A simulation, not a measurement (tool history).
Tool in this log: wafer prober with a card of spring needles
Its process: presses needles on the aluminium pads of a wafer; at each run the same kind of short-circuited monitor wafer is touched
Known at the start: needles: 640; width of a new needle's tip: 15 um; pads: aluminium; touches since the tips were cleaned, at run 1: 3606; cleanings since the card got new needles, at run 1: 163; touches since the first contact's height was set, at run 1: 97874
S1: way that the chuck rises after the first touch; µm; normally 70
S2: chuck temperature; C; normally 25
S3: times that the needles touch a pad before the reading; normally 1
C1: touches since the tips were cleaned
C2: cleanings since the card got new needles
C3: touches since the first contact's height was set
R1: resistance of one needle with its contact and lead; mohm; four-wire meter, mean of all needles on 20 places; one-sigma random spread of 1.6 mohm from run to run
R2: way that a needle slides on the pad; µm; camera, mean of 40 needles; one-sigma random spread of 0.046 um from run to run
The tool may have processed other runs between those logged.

run 1 hour=0.0 | S1=70 S2=25 S3=1 | C1=3606 C2=163 C3=97874 | R1=210 R2=18.43
-- hour=4.8 tips cleaned on abrasive film
-- hour=16.5 tips cleaned on abrasive film
-- hour=28.1 tips cleaned on abrasive film
-- hour=39.8 tips cleaned on abrasive film
run 2 hour=47.8 | S1=82 S2=25 S3=1 | C1=4139 C2=167 C3=122285 | R1=191 R2=21.67
-- hour=49.9 tips cleaned on abrasive film
-- hour=61.2 tips cleaned on abrasive film
-- hour=72.7 tips cleaned on abrasive film
-- hour=82.2 tips cleaned on abrasive film
-- hour=84.5 height of the first contact set anew
-- hour=93.8 tips cleaned on abrasive film
run 3 hour=93.8 | S1=74 S2=25 S3=1 | C1=0 C2=172 C3=4699 | R1=160 R2=19.66
-- hour=103.3 tips cleaned on abrasive film
-- hour=115.1 tips cleaned on abrasive film
-- hour=126.7 tips cleaned on abrasive film
run 4 hour=132.3 | S1=70 S2=68 S3=1 | C1=2874 C2=175 C3=24402 | R1=209 R2=18.60
-- hour=136.8 tips cleaned on abrasive film
-- hour=146.2 tips cleaned on abrasive film
-- hour=157.8 tips cleaned on abrasive film
run 5 hour=163.0 | S1=70 S2=25 S3=1 | C1=2696 C2=178 C3=40063 | R1=202 R2=18.52
-- hour=167.8 tips cleaned on abrasive film
-- hour=179.3 tips cleaned on abrasive film
-- hour=189.0 tips cleaned on abrasive film
run 6 hour=189.0 | S1=70 S2=40 S3=1 | C1=0 C2=181 C3=53267 | R1=160 R2=18.49
-- hour=200.4 tips cleaned on abrasive film
-- hour=211.8 tips cleaned on abrasive film
-- hour=222.6 tips cleaned on abrasive film
run 7 hour=230.3 | S1=70 S2=40 S3=1 | C1=3926 C2=184 C3=74369 | R1=215 R2=18.38
-- hour=232.7 tips cleaned on abrasive film
-- hour=244.1 tips cleaned on abrasive film
-- hour=255.6 tips cleaned on abrasive film
-- hour=267.4 tips cleaned on abrasive film
run 8 hour=269.4 | S1=70 S2=40 S3=1 | C1=1031 C2=188 C3=94327 | R1=182 R2=18.50
-- hour=278.9 tips cleaned on abrasive film
-- hour=290.7 tips cleaned on abrasive film
-- hour=302.5 tips cleaned on abrasive film
run 9 hour=309.3 | S1=70 S2=40 S3=1 | C1=3530 C2=191 C3=114734 | R1=217 R2=18.31
-- hour=314.1 tips cleaned on abrasive film
-- hour=325.2 tips cleaned on abrasive film
-- hour=336.5 tips cleaned on abrasive film
run 10 hour=343.0 | S1=70 S2=40 S3=1 | C1=3323 C2=194 C3=131898 | R1=210 R2=18.24
-- hour=347.8 tips cleaned on abrasive film
-- hour=359.0 tips cleaned on abrasive film
-- hour=359.3 height of the first contact set anew
-- hour=370.6 tips cleaned on abrasive film
-- hour=382.3 tips cleaned on abrasive film
run 11 hour=382.3 | S1=70 S2=40 S3=1 | C1=2 C2=198 C3=11759 | R1=164 R2=18.57
-- hour=394.1 tips cleaned on abrasive film
-- hour=405.5 tips cleaned on abrasive film
-- hour=415.0 tips cleaned on abrasive film
run 12 hour=418.3 | S1=70 S2=40 S3=1 | C1=1690 C2=201 C3=30140 | R1=189 R2=18.54
-- hour=425.2 tips cleaned on abrasive film
-- hour=437.0 tips cleaned on abrasive film
-- hour=448.7 tips cleaned on abrasive film
run 13 hour=453.3 | S1=87 S2=25 S3=1 | C1=2350 C2=204 C3=47992 | R1=184 R2=23.16
-- hour=460.4 tips cleaned on abrasive film
-- hour=472.3 tips cleaned on abrasive film
run 14 hour=475.0 | S1=69 S2=56 S3=3 | C1=1380 C2=206 C3=59070 | R1=176 R2=18.24

For run 15, what comes out?
-- hour=482.1 tips cleaned on abrasive film
-- hour=493.7 tips cleaned on abrasive film
run 15 hour=500.9 | S1=68 S2=71 S3=2 | C1=3670 C2=208 C3=72311 | R1=? R2=?

Run 15 gave R1 202 mohm, R2 17.95 µm.
On a tool with no hidden condition, and with the same random variation, this run would have come out at R1 163 mohm, R2 18.11 µm.
